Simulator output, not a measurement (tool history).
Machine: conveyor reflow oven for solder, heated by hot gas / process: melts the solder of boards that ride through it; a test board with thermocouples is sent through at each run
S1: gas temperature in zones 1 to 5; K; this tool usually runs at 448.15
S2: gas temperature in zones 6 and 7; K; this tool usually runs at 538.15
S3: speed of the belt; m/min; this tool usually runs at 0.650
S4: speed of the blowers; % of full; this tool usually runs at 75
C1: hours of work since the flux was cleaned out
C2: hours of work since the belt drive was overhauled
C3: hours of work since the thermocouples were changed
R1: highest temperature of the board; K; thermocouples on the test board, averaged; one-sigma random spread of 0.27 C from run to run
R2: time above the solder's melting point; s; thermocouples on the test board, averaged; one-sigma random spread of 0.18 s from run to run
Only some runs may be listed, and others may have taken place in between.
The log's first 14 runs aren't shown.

run	hour	S1	S2	S3	S4	C1	C2	C3	R1	R2
15	343.0	448.15	538.15	0.650	52	236	72	52	520.65	45.3
16	366.7	439.15	538.15	0.650	52	251	88	67	519.05	41.2
17	393.7	439.15	538.15	0.650	52	269	106	85	518.55	41.2
# hour 405.4: belt drive overhauled, speed set with a stopwatch, once more
18	425.7	459.15	550.15	0.650	52	287	13	103	532.65	56.0
19	448.2	459.15	550.15	0.650	52	302	28	118	532.65	55.6
20	477.9	459.15	550.15	0.650	52	322	48	138	532.65	55.4
21	509.0	459.15	550.15	0.650	52	342	68	158	532.45	55.8
22	533.6	455.15	538.15	0.650	55	358	84	174	521.75	48.4
# hour 560.8: flux residue cleaned out of gas plates and filters
23	567.3	455.15	538.15	0.650	55	4	103	193	524.15	50.6
24	594.0	454.15	538.15	0.688	75	22	120	210	525.85	49.1
25	626.4	459.15	538.15	0.688	80	43	142	232	527.75	51.7
26	657.5	451.15	538.15	0.775	75	63	162	252	522.65	39.7
27	685.3	451.15	538.15	0.775	75	82	180	270	522.25	39.5
28	699.4	451.15	538.15	0.775	75	91	189	279	522.15	39.3
29	722.1	463.15	538.15	0.534	87	106	204	294	533.45	72.7
30	751.4	458.15	527.15	0.717	54	125	223	314	512.05	37.8
31	774.1	433.15	542.15	0.717	87	140	238	328	526.45	41.2

4 ways to go on from here, each from the tool as it stands after run 31. What would each give?
A	789.5	444.15	547.15	0.707	87	150	248	339	?	?
B	789.5	436.15	552.15	0.536	75	150	248	339	?	?
C	789.5	440.15	538.15	0.740	75	150	248	339	?	?
D	789.5	448.15	543.15	0.742	75	150	248	339	?	?

run	R1	R2
A	532.65	48.1
B	543.05	66.9
C	520.75	38.0
D	526.55	43.2
Without the tool's unlogged condition, the same runs would have read:
run	R1	R2
A	533.45	48.4
B	543.35	66.9
C	521.45	38.6
D	527.25	43.6
